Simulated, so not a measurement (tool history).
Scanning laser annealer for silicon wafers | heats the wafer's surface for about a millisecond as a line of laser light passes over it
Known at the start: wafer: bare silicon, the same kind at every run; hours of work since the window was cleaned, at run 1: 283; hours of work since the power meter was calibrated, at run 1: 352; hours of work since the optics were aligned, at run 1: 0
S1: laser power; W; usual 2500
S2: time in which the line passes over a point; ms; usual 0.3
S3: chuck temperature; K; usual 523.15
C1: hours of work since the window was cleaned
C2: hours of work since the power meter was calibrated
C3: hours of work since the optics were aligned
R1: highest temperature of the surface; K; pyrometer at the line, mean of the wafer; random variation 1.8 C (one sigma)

run	hour	S1	S2	S3	C1	C2	C3	R1
1	0	2500	0.3	523.15	283	352	0	1203.15
2	12.2	2565	0.3	523.15	288	358	6	1224.15
3	31.1	2565	0.3	523.15	298	367	15	1224.15
4	55.1	2377	0.3	523.15	309	379	26	1163.15
5	73.9	2377	0.3	523.15	318	388	35	1165.15
6	85.8	2161	0.3	523.15	324	393	41	1096.15
7	100.1	2500	0.3	523.15	330	400	48	1203.15
# hour 108.2: window over the wafer cleaned
8	114.1	2500	0.3	523.15	3	406	54	1231.15
9	131	2500	0.3	523.15	11	414	62	1233.15
10	150.3	2500	0.3	523.15	20	423	71	1226.15
11	169.9	2500	0.37	523.15	29	433	80	1310.15
12	194.3	2500	0.3	523.15	41	444	92	1226.15
13	207.1	2500	0.3	523.15	47	450	98	1228.15
14	220.4	2500	0.225	523.15	54	457	104	1123.15
15	233.9	2500	0.3	523.15	60	463	111	1222.15
16	257	2500	0.3	523.15	71	474	122	1225.15
17	280.9	2500	0.3	523.15	82	486	133	1219.15
18	301.8	2500	0.3	523.15	92	496	143	1222.15
19	318.3	2500	0.3	523.15	100	504	151	1222.15
20	337.2	2500	0.3	523.15	109	513	160	1220.15
21	352.7	2500	0.3	523.15	117	520	167	1220.15
22	373.5	2500	0.3	523.15	127	530	177	1218.15
23	390.5	2500	0.3	523.15	135	538	186	1215.15
24	401.8	2500	0.3	523.15	140	543	191	1215.15
25	424.9	2500	0.3	523.15	151	554	202	1216.15
26	435	2587	0.276	523.15	156	559	207	1209.15
27	453.2	2417	0.3	517.15	165	568	215	1179.15
28	472.9	2417	0.3	517.15	174	577	225	1178.15
29	495.5	2417	0.266	524.15	185	588	236	1146.15
30	515.6	2417	0.266	524.15	195	598	245	1145.15
31	529	2500	0.328	493.15	201	604	252	1215.15
32	552.7	2663	0.3	523.15	212	615	263	1262.15
33	566.6	2325	0.212	502.15	219	622	270	1022.15
34	577.9	2142	0.224	513.15	224	627	275	1000.15
35	596.6	2684	0.309	523.15	233	636	284	1282.15
36	618.6	2500	0.245	493.15	244	647	294	1101.15
37	643.1	2500	0.245	493.15	255	659	306	1102.15

Run 38 comes next. What will it give?
38	653.3	2500	0.245	493.15	260	663	311	?

R1: 1104.15 K
Without the tool's hidden state the same run would have given R1 1127.15 K.
